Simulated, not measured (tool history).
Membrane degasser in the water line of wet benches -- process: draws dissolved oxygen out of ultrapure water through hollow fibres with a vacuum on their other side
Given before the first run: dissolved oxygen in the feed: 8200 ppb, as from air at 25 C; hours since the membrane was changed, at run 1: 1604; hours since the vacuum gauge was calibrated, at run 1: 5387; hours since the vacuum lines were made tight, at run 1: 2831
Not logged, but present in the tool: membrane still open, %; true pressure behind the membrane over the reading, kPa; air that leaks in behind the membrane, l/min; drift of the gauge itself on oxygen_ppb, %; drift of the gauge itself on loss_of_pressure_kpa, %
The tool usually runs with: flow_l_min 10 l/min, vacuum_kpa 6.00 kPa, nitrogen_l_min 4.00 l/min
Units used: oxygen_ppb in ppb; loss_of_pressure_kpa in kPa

run    hour  flow_l_min  vacuum_kpa  nitrogen_l_min  hours since the membrane was changed  hours since the vacuum gauge was calibrated  hours since the vacuum lines were made tight  oxygen_ppb  loss_of_pressure_kpa
  1     0.0          10        6.00            4.00                                  1604                                         5387                                          2831       153.6                 46.67
  2    38.3          10        6.00            4.00                                  1642                                         5425                                          2869       154.8                 46.68
  3    89.4          10        6.00            4.00                                  1694                                         5476                                          2921       152.8                 46.64
  4   128.5          10        6.00            4.00                                  1733                                         5515                                          2960       154.3                 46.95
  5   185.4          10        6.00            4.00                                  1790                                         5572                                          3016       155.7                 47.00
  6   252.3          10        3.71            4.00                                  1856                                         5639                                          3083       141.1                 46.62
  7   315.7          10        3.71            4.00                                  1920                                         5702                                          3147       139.7                 47.06
  8   374.5          10        3.71            4.00                                  1979                                         5761                                          3206       140.0                 46.92
  9   424.8          10        4.07            4.00                                  2029                                         5812                                          3256       141.7                 46.91
 10   465.0          10        9.83            4.00                                  2069                                         5852                                          3296       176.0                 47.31
 11   504.9           9        6.00            4.00                                  2109                                         5892                                          3336       117.0                 42.66
 12   534.2           9        6.00            4.00                                  2138                                         5921                                          3365       115.0                 42.58
 13   599.3          14        5.35            1.92                                  2203                                         5986                                          3430       356.6                 66.64
 14   631.5          14        5.35            1.62                                  2236                                         6018                                          3463       363.4                 66.30
 15   693.0          14        5.35            1.62                                  2297                                         6080                                          3524       369.6                 66.27
 16   760.6          10        4.83            1.62                                  2365                                         6147                                          3592       159.9                 47.93
 17   814.8          10        4.83            1.62                                  2419                                         6202                                          3646       160.8                 47.69
      868.0  -- gauge calibrated
 18   879.3          10        4.83            1.62                                  2483                                         6266                                          3710       160.4                 46.87
 19   942.1          10        4.83            1.62                                  2546                                         6329                                          3773       160.0                 46.45
 20  1005.6           9        4.12            4.00                                  2610                                         6392                                          3837       104.9                 41.71
 21  1067.1           9        4.12            4.00                                  2671                                         6454                                          3898       104.4                 42.34
 22  1099.5           6        6.00            4.00                                  2704                                         6486                                          3931        34.0                 28.18
 23  1157.3          10        9.29            7.46                                  2761                                         6544                                          3988       156.2                 47.29
 24  1186.0          10       11.08           10.40                                  2790                                         6573                                          4017       155.0                 46.84

Forecast each of these 5 alternatives for the next run:
  A  1238.1          10        6.00            2.73                                  2842                                         6625                                          4069           ?                     ?
  B  1238.1           9        4.75            5.09                                  2842                                         6625                                          4069           ?                     ?
  C  1238.1          10       11.08            1.91                                  2842                                         6625                                          4069           ?                     ?
  D  1238.1          10       11.08            5.38                                  2842                                         6625                                          4069           ?                     ?
  E  1238.1          11       11.75            4.00                                  2842                                         6625                                          4069           ?                     ?

run  oxygen_ppb  loss_of_pressure_kpa
  A       160.9                 47.32
  B       105.6                 42.15
  C       230.3                 47.19
  D       172.0                 47.16
  E       239.1                 51.93
With no hidden state in the tool, these same runs would have given:
run  oxygen_ppb  loss_of_pressure_kpa
  A       160.9                 46.78
  B       105.5                 41.67
  C       230.2                 46.65
  D       171.9                 46.62
  E       239.0                 51.34

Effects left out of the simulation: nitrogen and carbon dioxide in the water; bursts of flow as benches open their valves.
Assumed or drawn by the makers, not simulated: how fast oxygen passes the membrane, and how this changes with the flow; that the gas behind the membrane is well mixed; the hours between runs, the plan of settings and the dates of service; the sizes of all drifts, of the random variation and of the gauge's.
